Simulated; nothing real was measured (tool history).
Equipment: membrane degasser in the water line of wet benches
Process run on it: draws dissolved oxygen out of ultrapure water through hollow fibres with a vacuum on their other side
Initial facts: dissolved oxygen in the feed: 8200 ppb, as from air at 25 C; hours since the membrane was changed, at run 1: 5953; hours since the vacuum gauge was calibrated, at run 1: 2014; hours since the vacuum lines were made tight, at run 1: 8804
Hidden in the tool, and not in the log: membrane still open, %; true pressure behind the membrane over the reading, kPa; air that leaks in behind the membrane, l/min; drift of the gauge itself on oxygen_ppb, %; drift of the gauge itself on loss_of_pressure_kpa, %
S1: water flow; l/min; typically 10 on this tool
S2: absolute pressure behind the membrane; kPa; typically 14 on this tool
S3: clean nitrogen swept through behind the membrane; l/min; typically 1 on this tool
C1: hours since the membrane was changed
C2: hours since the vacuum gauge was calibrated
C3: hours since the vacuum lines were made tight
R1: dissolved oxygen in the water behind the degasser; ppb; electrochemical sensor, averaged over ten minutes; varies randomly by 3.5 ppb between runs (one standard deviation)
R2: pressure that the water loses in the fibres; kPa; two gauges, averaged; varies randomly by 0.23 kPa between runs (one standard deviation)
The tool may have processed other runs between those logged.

Run 1, hour 0: usual settings; C1 5953; C2 2014; C3 8804. Result: R1 367.4 ppb, R2 61.21 kPa.
Run 2, hour 128.6: usual settings; C1 6081; C2 2142; C3 8932. Result: R1 369.7 ppb, R2 61.14 kPa.
Run 3, hour 307.3: usual settings; C1 6260; C2 2321; C3 9111. Result: R1 368.1 ppb, R2 60.88 kPa.
Run 4, hour 505.2: usual settings; C1 6458; C2 2519; C3 9309. Result: R1 365.8 ppb, R2 60.76 kPa.
Run 5, hour 607.4: usual settings but S3 1.93 l/min; C1 6560; C2 2621; C3 9411. Result: R1 263 ppb, R2 61.39 kPa.
Run 6, hour 807.3: usual settings but S3 1.44 l/min; C1 6760; C2 2821; C3 9611. Result: R1 299 ppb, R2 61.45 kPa.
Run 7, hour 933: usual settings but S3 1.44 l/min; C1 6886; C2 2947; C3 9737. Result: R1 299.6 ppb, R2 61.61 kPa.
Run 8, hour 1052: usual settings but S3 2.39 l/min; C1 7005; C2 3065; C3 9856. Result: R1 236.1 ppb, R2 61.75 kPa.
Run 9, hour 1154.5: usual settings; C1 7107; C2 3168; C3 9958. Result: R1 372.6 ppb, R2 61.3 kPa.
At hour 1229.4: seals of the vacuum lines changed.
Run 10, hour 1328.3: usual settings; C1 7279; C2 3340; C3 99. Result: R1 366.2 ppb, R2 61.84 kPa.
Run 11, hour 1493.7: usual settings; C1 7445; C2 3505; C3 264. Result: R1 366.3 ppb, R2 61.55 kPa.
Run 12, hour 1603.9: usual settings; C1 7555; C2 3615; C3 375. Result: R1 368.8 ppb, R2 61.71 kPa.
Run 13, hour 1706.1: usual settings; C1 7657; C2 3718; C3 477. Result: R1 374.4 ppb, R2 61.69 kPa.
Run 14, hour 1793.2: usual settings but S1 7 l/min; C1 7744; C2 3805; C3 564. Result: R1 223.1 ppb, R2 43.3 kPa.
Run 15, hour 1966.2: usual settings but S1 7 l/min; C1 7917; C2 3978; C3 737. Result: R1 230 ppb, R2 43.29 kPa.
Run 16, hour 2057.2: usual settings but S1 7 l/min; C1 8008; C2 4069; C3 828. Result: R1 226.1 ppb, R2 43.22 kPa.
Run 17, hour 2142.8: usual settings but S1 7 l/min, S2 14.2 kPa, S3 0.93 l/min; C1 8094; C2 4154; C3 913. Result: R1 242.1 ppb, R2 43.07 kPa.

Run 18 has not been measured yet. What should we expect?
Run 18, hour 2246.3: usual settings but S1 7 l/min, S2 14.2 kPa, S3 0.93 l/min; C1 8197; C2 4258; C3 1017. Result: R1 ?, R2 ?.

{"run 18": {"R1": 245.3, "R2": 43.75}}
Were there no unlogged condition in the tool, this run, its random variation unchanged, would have produced R1 232.7 ppb, R2 41.84 kPa.
